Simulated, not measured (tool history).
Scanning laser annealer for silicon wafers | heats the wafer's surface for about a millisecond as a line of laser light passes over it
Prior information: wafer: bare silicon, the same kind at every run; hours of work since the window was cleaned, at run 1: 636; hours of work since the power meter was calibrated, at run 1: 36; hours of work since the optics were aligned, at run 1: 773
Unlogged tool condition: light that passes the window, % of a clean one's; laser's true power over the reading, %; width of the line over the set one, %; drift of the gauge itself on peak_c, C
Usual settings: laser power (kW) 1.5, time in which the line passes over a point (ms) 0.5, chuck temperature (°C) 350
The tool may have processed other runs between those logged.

run   hour  laser power (kW)  time in which the line passes over a point (ms)  chuck temperature (°C)  hours of work since the window was cleaned  hours of work since the power meter was calibrated  hours of work since the optics were aligned  highest temperature of the surface (°C)
  1      0               1.5                                              0.5                     350                                         636                                                  36                                          773                                     1178
  2   28.6               1.5                                              0.5                     350                                         656                                                  56                                          793                                     1179
  3   50.9               1.5                                              0.5                     350                                         672                                                  72                                          808                                     1176
  4   65.1               1.5                                              0.5                     350                                         682                                                  82                                          818                                     1176
  5   91.4               1.5                                              0.5                     350                                         700                                                 100                                          837                                     1178
  6  117.9               1.5                                              0.5                     350                                         719                                                 119                                          855                                     1178
  7  137.8               1.5                                              0.5                     350                                         733                                                 133                                          869                                     1181
  8  154.5               1.5                                              0.5                     350                                         745                                                 144                                          881                                     1176
  9  180.9               1.5                                              0.5                     350                                         763                                                 163                                          900                                     1176
 10  193.1             1.489                                              0.5                     350                                         772                                                 172                                          908                                     1173
 11  213.8               1.5                                              0.5                     338                                         786                                                 186                                          923                                     1167
 12  233.7               1.5                                              0.5                     350                                         800                                                 200                                          937                                     1177
 13  251.8             1.526                                              0.5                     350                                         813                                                 213                                          950                                     1189
 14  273.1             1.526                                              0.5                     332                                         828                                                 228                                          965                                     1172
 15  299.6             1.526                                              0.5                     332                                         847                                                 246                                          983                                     1177
 16  325.7             1.478                                            0.361                     350                                         865                                                 265                                         1001                                     1057
     348.6  -- window over the wafer cleaned
 17  351.7             1.478                                            0.361                     350                                           2                                                 282                                         1018                                     1057
 18  375.7             1.542                                            0.361                     350                                          19                                                 298                                         1035                                     1088
 19  400.5               1.5                                            0.504                     376                                          36                                                 316                                         1053                                     1209
 20  423.9             1.613                                            0.452                     350                                          53                                                 332                                         1069                                     1199
 21  438.5             1.613                                            0.452                     350                                          63                                                 343                                         1079                                     1198
 22  452.7             1.418                                            0.562                     350                                          73                                                 353                                         1089                                     1179
 23  480.8             1.626                                            0.562                     350                                          93                                                 372                                         1109                                     1287
 24  502.3             1.379                                            0.567                     389                                         108                                                 387                                         1124                                     1202
 25  523.3             1.379                                            0.611                     328                                         123                                                 402                                         1139                                     1168
 26  541.3             1.544                                            0.404                     347                                         135                                                 415                                         1152                                     1125
 27  553.9             1.535                                            0.404                     333                                         144                                                 424                                         1160                                     1102
 28  571.8              1.64                                            0.509                     318                                         157                                                 436                                         1173                                     1224
 29  584.9             1.474                                            0.411                     333                                         166                                                 445                                         1182                                     1084

Predict each of these 5 candidate next runs independently; none follows another, all start after run 29:
  A  606.5             1.474                                            0.436                     376                                         181                                                 461                                         1197                                        ?
  B  606.5               1.5                                              0.5                     383                                         181                                                 461                                         1197                                        ?
  C  606.5             1.392                                            0.487                     333                                         181                                                 461                                         1197                                        ?
  D  606.5             1.474                                            0.411                     322                                         181                                                 461                                         1197                                        ?
  E  606.5             1.371                                             0.43                     389                                         181                                                 461                                         1197                                        ?

run  highest temperature of the surface (°C)
  A                                     1145
  B                                     1209
  C                                     1096
  D                                     1069
  E                                     1104
Take away the tool's hidden state, keep each run's random variation, and the runs would have read:
run  highest temperature of the surface (°C)
  A                                     1146
  B                                     1210
  C                                     1096
  D                                     1070
  E                                     1105
